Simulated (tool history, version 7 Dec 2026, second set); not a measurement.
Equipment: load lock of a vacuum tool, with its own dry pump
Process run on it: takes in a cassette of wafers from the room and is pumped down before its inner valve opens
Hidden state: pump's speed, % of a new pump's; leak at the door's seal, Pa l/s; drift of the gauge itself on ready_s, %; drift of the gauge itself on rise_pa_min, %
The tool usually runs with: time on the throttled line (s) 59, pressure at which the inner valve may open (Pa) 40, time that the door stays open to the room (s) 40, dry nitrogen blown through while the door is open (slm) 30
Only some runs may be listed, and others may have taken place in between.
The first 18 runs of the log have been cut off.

run      day  time on the throttled line (s)  pressure at which the inner valve may open (Pa)  time that the door stays open to the room (s)  dry nitrogen blown through while the door is open (slm)  hours that the pump has run since its overhaul  times that the door has closed on its seal  incoming humidity of the room's air, %  time from the closed door until the inner valve may open (s)  rise of the pressure with all valves shut (Pa/min)
 19   79.500                              44                                               43                                            184                                                       30                                            4573                                       23091                                    44.8                                                          63.9                                               0.097
 20   85.467                              84                                               51                                             33                                                       30                                            4717                                       23668                                    42.7                                                          98.3                                               0.026
 21   90.471                              67                                               40                                             59                                                       30                                            4837                                       24152                                    43.2                                                          83.5                                               0.033
 22   96.329                              67                                               40                                             59                                                       30                                            4977                                       24719                                    41.7                                                          84.5                                               0.035
 23  100.954                              63                                               65                                             54                                                       16                                            5088                                       25167                                    42.5                                                          78.8                                               0.043
 24  104.392                              63                                               65                                             54                                                       16                                            5171                                       25499                                    44.7                                                          79.1                                               0.045
 25  109.888                              56                                               48                                             40                                                       40                                            5303                                       26031                                    45.4                                                          73.3                                               0.020
 26  114.908                              54                                               70                                            124                                                       40                                            5423                                       26517                                    45.2                                                          69.8                                               0.060
 27  117.517                              59                                               40                                             40                                                       32                                            5486                                       26769                                    42.9                                                          77.3                                               0.031
 28  121.858                              59                                               63                                             40                                                       30                                            5590                                       27189                                    44.2                                                          76.6                                               0.028
 29  127.017                              59                                               63                                             40                                                       30                                            5714                                       27688                                    47.8                                                          76.4                                               0.037
 30  132.750                              59                                               63                                             40                                                       31                                            5852                                       28243                                    45.8                                                          75.9                                               0.022
 31  135.500                             102                                               37                                             41                                                        5                                            5918                                       28509                                    44.2                                                         115.2                                               0.046
 32  139.042                              59                                               60                                             47                                                        6                                            6002                                       28852                                    45.6                                                          75.6                                               0.044
 33  141.921                              59                                               60                                             47                                                        6                                            6072                                       29130                                    49.9                                                          76.2                                               0.058
 34  145.075                              52                                               60                                            135                                                        6                                            6147                                       29435                                    44.7                                                          69.9                                               0.113
 35  148.692                              52                                               39                                             39                                                        6                                            6234                                       29786                                    43.0                                                          70.4                                               0.040
 36  153.867                              52                                               39                                             39                                                        6                                            6358                                       30286                                    45.3                                                          71.0                                               0.044

Below are 3 alternative next runs, each starting from the tool's condition after run 36. Predict each:
  A  159.654                              40                                               39                                             39                                                        6                                            6497                                       30846                                    42.6                                                             ?                                                   ?
  B  159.654                              59                                               56                                             33                                                       30                                            6497                                       30846                                    45.4                                                             ?                                                   ?
  C  159.654                              42                                               40                                             40                                                       13                                            6497                                       30846                                    45.0                                                             ?                                                   ?

run  time from the closed door until the inner valve may open (s)  rise of the pressure with all valves shut (Pa/min)
  A                                                          60.4                                               0.043
  B                                                          76.1                                               0.026
  C                                                          62.1                                               0.038
With the hidden condition removed and each run's random variation left untouched, the same runs would have given:
run  time from the closed door until the inner valve may open (s)  rise of the pressure with all valves shut (Pa/min)
  A                                                          60.3                                               0.042
  B                                                          76.1                                               0.025
  C                                                          62.1                                               0.037

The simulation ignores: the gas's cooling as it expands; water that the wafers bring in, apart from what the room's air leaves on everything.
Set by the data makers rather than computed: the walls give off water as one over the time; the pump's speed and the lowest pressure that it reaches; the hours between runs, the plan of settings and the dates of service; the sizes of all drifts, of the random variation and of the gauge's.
